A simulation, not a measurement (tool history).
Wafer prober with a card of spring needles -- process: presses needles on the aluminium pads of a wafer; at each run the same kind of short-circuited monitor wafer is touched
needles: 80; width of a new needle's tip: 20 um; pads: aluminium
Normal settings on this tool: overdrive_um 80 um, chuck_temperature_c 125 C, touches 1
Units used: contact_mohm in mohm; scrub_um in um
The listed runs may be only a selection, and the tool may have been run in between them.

run,hour,overdrive_um,chuck_temperature_c,touches,contact_mohm,scrub_um
1,0,80,125,1,240,17.79
# hour 7.5: tips cleaned on abrasive film
# hour 16.6: tips cleaned on abrasive film
# hour 26: tips cleaned on abrasive film
2,28.8,80,125,1,245,17.64
# hour 34.3: tips cleaned on abrasive film
# hour 43.3: tips cleaned on abrasive film
# hour 51.8: tips cleaned on abrasive film
3,51.8,80,125,1,237,17.57
# hour 61.4: tips cleaned on abrasive film
# hour 70.5: tips cleaned on abrasive film
# hour 79.2: tips cleaned on abrasive film
4,79.2,80,87,1,227,17.53
# hour 88.8: tips cleaned on abrasive film
5,96.2,80,87,1,260,17.65
# hour 98.2: tips cleaned on abrasive film
# hour 107.3: tips cleaned on abrasive film
# hour 116.4: tips cleaned on abrasive film
6,124,80,87,1,262,17.43
# hour 126: tips cleaned on abrasive film
# hour 135.5: tips cleaned on abrasive film
7,140.3,80,125,1,261,17.41
# hour 144.2: tips cleaned on abrasive film
# hour 153.7: tips cleaned on abrasive film
8,155,80,125,1,244,17.42
# hour 162.4: tips cleaned on abrasive film
# hour 172: tips cleaned on abrasive film
# hour 181.6: tips cleaned on abrasive film
9,185.4,80,125,1,260,17.28
# hour 189.3: tips cleaned on abrasive film
# hour 198.3: tips cleaned on abrasive film
10,200.4,80,125,1,251,17.26
# hour 207.6: tips cleaned on abrasive film
11,215.2,80,125,1,272,17.17
# hour 217.1: tips cleaned on abrasive film
# hour 226.5: tips cleaned on abrasive film
# hour 235.3: tips cleaned on abrasive film
# hour 244.8: tips cleaned on abrasive film
12,250.5,80,125,1,263,17.16
# hour 252.7: height of the first contact set anew
# hour 254.7: tips cleaned on abrasive film
# hour 263.9: tips cleaned on abrasive film
# hour 271.6: tips cleaned on abrasive film
# hour 281: tips cleaned on abrasive film
13,284.7,70,125,1,261,15.47
# hour 290.6: tips cleaned on abrasive film
# hour 299.6: tips cleaned on abrasive film
14,301.5,70,125,1,256,15.52
# hour 308.9: tips cleaned on abrasive film
# hour 318.4: tips cleaned on abrasive film
15,324.6,70,48,1,266,15.38
# hour 326.6: tips cleaned on abrasive film
# hour 334.4: tips cleaned on abrasive film
# hour 343.5: tips cleaned on abrasive film
16,344.8,80,37,2,221,17.55
# hour 352.6: tips cleaned on abrasive film
# hour 362.2: tips cleaned on abrasive film
17,363,80,28,2,214,17.56
# hour 370.4: tips cleaned on abrasive film
# hour 379.4: tips cleaned on abrasive film
# hour 389.1: tips cleaned on abrasive film
18,390.3,63,28,2,231,13.57
# hour 398.1: tips cleaned on abrasive film
19,404.7,89,109,1,260,19.59
# hour 406.8: tips cleaned on abrasive film
# hour 416.4: tips cleaned on abrasive film
# hour 424.2: tips cleaned on abrasive film
20,428.6,81,81,1,250,17.59
# hour 432.1: tips cleaned on abrasive film
# hour 441.3: tips cleaned on abrasive film
# hour 450.8: tips cleaned on abrasive film
# hour 460.4: tips cleaned on abrasive film
21,463.6,62,125,2,267,13.3
# hour 469: tips cleaned on abrasive film
# hour 476.8: tips cleaned on abrasive film
22,481.2,93,83,2,231,20.05
# hour 484.6: tips cleaned on abrasive film
# hour 494.2: tips cleaned on abrasive film
23,501.7,93,83,2,238,20.14
# hour 503.7: tips cleaned on abrasive film
# hour 513.4: tips cleaned on abrasive film
# hour 523.1: tips cleaned on abrasive film
# hour 527.2: height of the first contact set anew
# hour 532.6: tips cleaned on abrasive film
24,537.9,93,83,2,238,20.6
# hour 541.4: tips cleaned on abrasive film
# hour 549.1: tips cleaned on abrasive film
# hour 558.5: tips cleaned on abrasive film
25,558.5,76,112,2,232,16.85
# hour 567.9: tips cleaned on abrasive film
# hour 577.3: tips cleaned on abrasive film
# hour 585.3: tips cleaned on abrasive film
26,585.3,76,112,2,237,16.73
# hour 594.3: tips cleaned on abrasive film
27,601.9,80,60,3,233,17.62

Each row is a separate what-if for the run after 27, all from the same tool condition, not one after another. Results?
# hour 603.4: tips cleaned on abrasive film
# hour 612.8: tips cleaned on abrasive film
# hour 621.8: tips cleaned on abrasive film
A,625.1,96,40,1,?,?
# hour 603.4: tips cleaned on abrasive film
# hour 612.8: tips cleaned on abrasive film
# hour 621.8: tips cleaned on abrasive film
B,625.1,81,29,1,?,?
# hour 603.4: tips cleaned on abrasive film
# hour 612.8: tips cleaned on abrasive film
# hour 621.8: tips cleaned on abrasive film
C,625.1,71,60,2,?,?
# hour 603.4: tips cleaned on abrasive film
# hour 612.8: tips cleaned on abrasive film
# hour 621.8: tips cleaned on abrasive film
D,625.1,94,64,3,?,?

run,contact_mohm,scrub_um
A,229,21.22
B,237,17.75
C,243,15.53
D,227,20.68
Stripped of hidden state, with their random variation kept, the same runs would have yielded:
run,contact_mohm,scrub_um
A,207,21.47
B,207,18
C,219,15.78
D,216,20.92

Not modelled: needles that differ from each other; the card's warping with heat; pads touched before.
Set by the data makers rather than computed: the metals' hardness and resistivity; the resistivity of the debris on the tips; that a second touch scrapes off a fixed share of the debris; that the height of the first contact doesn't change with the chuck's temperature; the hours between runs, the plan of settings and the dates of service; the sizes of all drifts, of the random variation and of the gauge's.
